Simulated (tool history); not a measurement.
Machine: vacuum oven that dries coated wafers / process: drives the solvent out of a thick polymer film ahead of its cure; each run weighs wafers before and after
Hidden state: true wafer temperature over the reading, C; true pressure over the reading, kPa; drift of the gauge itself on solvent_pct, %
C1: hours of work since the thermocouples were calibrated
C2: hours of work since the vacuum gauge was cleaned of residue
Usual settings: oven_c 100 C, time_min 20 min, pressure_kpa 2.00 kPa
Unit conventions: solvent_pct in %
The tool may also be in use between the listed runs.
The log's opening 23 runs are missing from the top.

Run 24, hour 457.4: usual settings but time_min 11 min; C1 383; C2 926. Result: solvent_pct 5.22 %.
Run 25, hour 483.7: usual settings but time_min 11 min; C1 399; C2 943. Result: solvent_pct 5.24 %.
Run 26, hour 507.9: usual settings but time_min 11 min; C1 415; C2 958. Result: solvent_pct 5.20 %.
Run 27, hour 525.4: usual settings but oven_c 115 C, time_min 18 min, pressure_kpa 2.41 kPa; C1 426; C2 969. Result: solvent_pct 1.03 %.
Run 28, hour 545.5: usual settings but oven_c 115 C, time_min 18 min, pressure_kpa 2.41 kPa; C1 438; C2 982. Result: solvent_pct 1.06 %.
Run 29, hour 571.7: usual settings but oven_c 108 C, time_min 24 min, pressure_kpa 4.25 kPa; C1 455; C2 998. Result: solvent_pct 2.03 %.
Run 30, hour 596.4: usual settings but oven_c 108 C, time_min 24 min, pressure_kpa 4.25 kPa; C1 471; C2 1014. Result: solvent_pct 2.04 %.
Run 31, hour 617.7: usual settings but oven_c 95 C, time_min 25 min, pressure_kpa 1.36 kPa; C1 484; C2 1028. Result: solvent_pct 2.18 %.
Run 32, hour 646.0: usual settings but oven_c 95 C, time_min 35 min, pressure_kpa 1.27 kPa; C1 502; C2 1046. Result: solvent_pct 1.34 %.
Run 33, hour 671.8: usual settings but oven_c 93 C, time_min 35 min, pressure_kpa 2.41 kPa; C1 519; C2 1062. Result: solvent_pct 2.29 %.
Run 34, hour 693.3: usual settings but oven_c 108 C, time_min 11 min, pressure_kpa 1.01 kPa; C1 532; C2 1076. Result: solvent_pct 2.84 %.

The next listed run, before its measurement:
Run 35, hour 714.5: usual settings but oven_c 108 C, time_min 11 min, pressure_kpa 1.01 kPa; C1 546; C2 1089. Result: solvent_pct ?.

solvent_pct: 2.85 %
If the tool had no hidden condition, the same run with the same run-to-run variation would have returned solvent_pct 2.96 %.
